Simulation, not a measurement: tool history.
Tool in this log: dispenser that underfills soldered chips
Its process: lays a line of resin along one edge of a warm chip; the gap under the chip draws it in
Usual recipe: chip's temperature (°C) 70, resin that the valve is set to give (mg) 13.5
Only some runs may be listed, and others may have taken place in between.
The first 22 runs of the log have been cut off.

run   hour  chip's temperature (°C)  resin that the valve is set to give (mg)  time until the resin shows at the far edge (s)  resin that the valve gave (mg)
 23   95.3                       55                                      14.8                                            77.7                           13.24
 24   99.9                       55                                      14.8                                            90.1                           13.16
 25    104                       74                                      15.3                                            43.4                           13.75
     105.6  -- new syringe of resin
 26  107.3                       74                                      15.3                                              29                           13.63
 27  112.5                       74                                        16                                            34.6                           14.15
 28  117.7                       84                                      13.5                                              28                           11.86
     120.4  -- new syringe of resin
 29  121.8                       62                                      11.7                                            54.4                           10.28
 30  127.6                       70                                      11.6                                            46.1                           10.26
 31  133.4                       75                                      11.6                                            45.2                           10.15
     135.2  -- new syringe of resin
 32  136.5                       75                                      11.6                                            30.5                           10.06
 33  141.4                       58                                        12                                            77.7                           10.38
 34  147.5                       83                                      11.6                                            31.8                            10.1
     149.9  -- new syringe of resin
     152.9  -- dispensing valve cleaned and set on the balance
 35  153.8                       76                                      17.2                                            27.1                            17.3

What if the next run were any one of these 5? Each begins from the tool's condition after run 35:
  A  158.4                       60                                      14.4                                               ?                               ?
  B  158.4                       73                                      14.7                                               ?                               ?
  C  158.4                       66                                      15.5                                               ?                               ?
  D  158.4                       85                                      16.8                                               ?                               ?
  E  158.4                       76                                      16.5                                               ?                               ?

run  time until the resin shows at the far edge (s)  resin that the valve gave (mg)
  A                                            67.5                           14.41
  B                                            36.3                           14.59
  C                                            50.1                           15.39
  D                                            22.3                           16.99
  E                                            31.6                           16.59
Had the tool no hidden state, the same runs would have come out as:
run  time until the resin shows at the far edge (s)  resin that the valve gave (mg)
  A                                            48.8                           14.42
  B                                            26.3                            14.6
  C                                            36.3                            15.4
  D                                            16.5                           17.01
  E                                            22.9                            16.6
